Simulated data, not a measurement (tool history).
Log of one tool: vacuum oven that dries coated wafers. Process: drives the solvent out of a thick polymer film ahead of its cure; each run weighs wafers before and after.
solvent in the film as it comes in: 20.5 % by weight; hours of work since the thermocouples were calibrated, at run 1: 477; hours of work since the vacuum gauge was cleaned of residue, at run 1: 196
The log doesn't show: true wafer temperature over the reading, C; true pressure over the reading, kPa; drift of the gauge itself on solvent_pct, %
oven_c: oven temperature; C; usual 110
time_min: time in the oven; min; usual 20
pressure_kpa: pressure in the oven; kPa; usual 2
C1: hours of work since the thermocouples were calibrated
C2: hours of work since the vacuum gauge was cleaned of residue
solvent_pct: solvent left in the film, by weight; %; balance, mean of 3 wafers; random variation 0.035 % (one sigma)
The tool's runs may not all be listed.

run 1 hour=0 | oven_c=110 time_min=20 pressure_kpa=2 | C1=477 C2=196 | solvent_pct=2.47
run 2 hour=16.1 | oven_c=110 time_min=20 pressure_kpa=2 | C1=486 C2=205 | solvent_pct=2.43
run 3 hour=36.1 | oven_c=110 time_min=20 pressure_kpa=7.06 | C1=497 C2=216 | solvent_pct=5.32
run 4 hour=55.7 | oven_c=110 time_min=21 pressure_kpa=2 | C1=508 C2=227 | solvent_pct=2.31
run 5 hour=78.2 | oven_c=110 time_min=21 pressure_kpa=2 | C1=521 C2=240 | solvent_pct=2.31
run 6 hour=94.6 | oven_c=110 time_min=21 pressure_kpa=2 | C1=530 C2=249 | solvent_pct=2.26
run 7 hour=117.4 | oven_c=110 time_min=21 pressure_kpa=2 | C1=543 C2=262 | solvent_pct=2.3
run 8 hour=133.6 | oven_c=110 time_min=20 pressure_kpa=2 | C1=552 C2=271 | solvent_pct=2.5
run 9 hour=144.4 | oven_c=121 time_min=20 pressure_kpa=2 | C1=558 C2=277 | solvent_pct=1.02
run 10 hour=156.9 | oven_c=121 time_min=20 pressure_kpa=2 | C1=565 C2=284 | solvent_pct=1.01
run 11 hour=172.3 | oven_c=121 time_min=20 pressure_kpa=2 | C1=574 C2=293 | solvent_pct=1.03
run 12 hour=185.7 | oven_c=121 time_min=20 pressure_kpa=2 | C1=581 C2=300 | solvent_pct=0.96
run 13 hour=198.9 | oven_c=110 time_min=18 pressure_kpa=2 | C1=589 C2=308 | solvent_pct=2.79
run 14 hour=214.5 | oven_c=110 time_min=20 pressure_kpa=2 | C1=598 C2=317 | solvent_pct=2.48
run 15 hour=239.2 | oven_c=110 time_min=20 pressure_kpa=2 | C1=612 C2=330 | solvent_pct=2.47
run 16 hour=263.5 | oven_c=110 time_min=20 pressure_kpa=2.53 | C1=625 C2=344 | solvent_pct=2.76
-- hour=266.1 vacuum gauge cleaned of residue and calibrated
run 17 hour=291.3 | oven_c=110 time_min=20 pressure_kpa=2.53 | C1=640 C2=14 | solvent_pct=2.75
run 18 hour=302.3 | oven_c=110 time_min=20 pressure_kpa=2.53 | C1=646 C2=20 | solvent_pct=2.81
run 19 hour=318.4 | oven_c=110 time_min=26 pressure_kpa=2.53 | C1=655 C2=29 | solvent_pct=2.16
run 20 hour=337.1 | oven_c=110 time_min=20 pressure_kpa=2 | C1=666 C2=40 | solvent_pct=2.42
-- hour=352.6 vacuum gauge cleaned of residue and calibrated, once more
run 21 hour=356.2 | oven_c=110 time_min=20 pressure_kpa=2 | C1=676 C2=2 | solvent_pct=2.43
run 22 hour=376.6 | oven_c=110 time_min=20 pressure_kpa=2 | C1=687 C2=13 | solvent_pct=2.48
run 23 hour=391.2 | oven_c=114 time_min=20 pressure_kpa=2 | C1=695 C2=22 | solvent_pct=1.71
run 24 hour=404.4 | oven_c=116 time_min=31 pressure_kpa=3.56 | C1=703 C2=29 | solvent_pct=1.88
run 25 hour=429.3 | oven_c=116 time_min=31 pressure_kpa=3.56 | C1=717 C2=43 | solvent_pct=1.81
run 26 hour=452.5 | oven_c=116 time_min=31 pressure_kpa=3.56 | C1=730 C2=56 | solvent_pct=1.82
run 27 hour=471.9 | oven_c=113 time_min=20 pressure_kpa=3.61 | C1=741 C2=67 | solvent_pct=2.79
run 28 hour=491.2 | oven_c=113 time_min=20 pressure_kpa=3.61 | C1=752 C2=78 | solvent_pct=2.72
run 29 hour=502.1 | oven_c=110 time_min=31 pressure_kpa=3.12 | C1=758 C2=84 | solvent_pct=2.24
run 30 hour=526 | oven_c=110 time_min=31 pressure_kpa=3.12 | C1=771 C2=98 | solvent_pct=2.23
run 31 hour=543.4 | oven_c=100 time_min=18 pressure_kpa=3.25 | C1=781 C2=107 | solvent_pct=6.88
run 32 hour=566.2 | oven_c=124 time_min=28 pressure_kpa=2.66 | C1=794 C2=120 | solvent_pct=1.09
run 33 hour=590.3 | oven_c=124 time_min=28 pressure_kpa=2.66 | C1=807 C2=134 | solvent_pct=1.1
run 34 hour=607.4 | oven_c=124 time_min=28 pressure_kpa=2.66 | C1=817 C2=143 | solvent_pct=1.02
run 35 hour=629 | oven_c=104 time_min=36 pressure_kpa=3.06 | C1=829 C2=156 | solvent_pct=2.89
run 36 hour=652.4 | oven_c=104 time_min=36 pressure_kpa=3.06 | C1=842 C2=169 | solvent_pct=2.91
run 37 hour=665.5 | oven_c=111 time_min=20 pressure_kpa=2.72 | C1=850 C2=176 | solvent_pct=2.66
run 38 hour=691.2 | oven_c=124 time_min=20 pressure_kpa=2.72 | C1=864 C2=191 | solvent_pct=1.2
run 39 hour=702.5 | oven_c=108 time_min=20 pressure_kpa=3.16 | C1=871 C2=197 | solvent_pct=3.62
run 40 hour=722.6 | oven_c=112 time_min=20 pressure_kpa=4.28 | C1=882 C2=208 | solvent_pct=3.33
run 41 hour=741.2 | oven_c=118 time_min=20 pressure_kpa=4.92 | C1=892 C2=219 | solvent_pct=2.63
run 42 hour=761.2 | oven_c=118 time_min=20 pressure_kpa=4.92 | C1=904 C2=230 | solvent_pct=2.62
run 43 hour=779.1 | oven_c=118 time_min=20 pressure_kpa=4.92 | C1=914 C2=240 | solvent_pct=2.7
run 44 hour=794.4 | oven_c=115 time_min=13 pressure_kpa=5.44 | C1=922 C2=249 | solvent_pct=4.48
run 45 hour=812 | oven_c=95 time_min=32 pressure_kpa=3.8 | C1=932 C2=259 | solvent_pct=6.62
run 46 hour=827.4 | oven_c=115 time_min=14 pressure_kpa=2 | C1=941 C2=267 | solvent_pct=2.55

4 ways to go on from here, each from the tool as it stands after run 46. What would each give?
run A hour=848.4 | oven_c=123 time_min=24 pressure_kpa=2.23 | C1=953 C2=279 | solvent_pct=?
run B hour=848.4 | oven_c=103 time_min=14 pressure_kpa=2 | C1=953 C2=279 | solvent_pct=?
run C hour=848.4 | oven_c=115 time_min=29 pressure_kpa=1.83 | C1=953 C2=279 | solvent_pct=?
run D hour=848.4 | oven_c=115 time_min=14 pressure_kpa=4.96 | C1=953 C2=279 | solvent_pct=?

run=A solvent_pct=0.96
run=B solvent_pct=6.3
run=C solvent_pct=1.1
run=D solvent_pct=3.96
Without the tool's hidden state the same runs would have given:
run=A solvent_pct=0.93
run=B solvent_pct=6.14
run=C solvent_pct=1.06
run=D solvent_pct=3.84
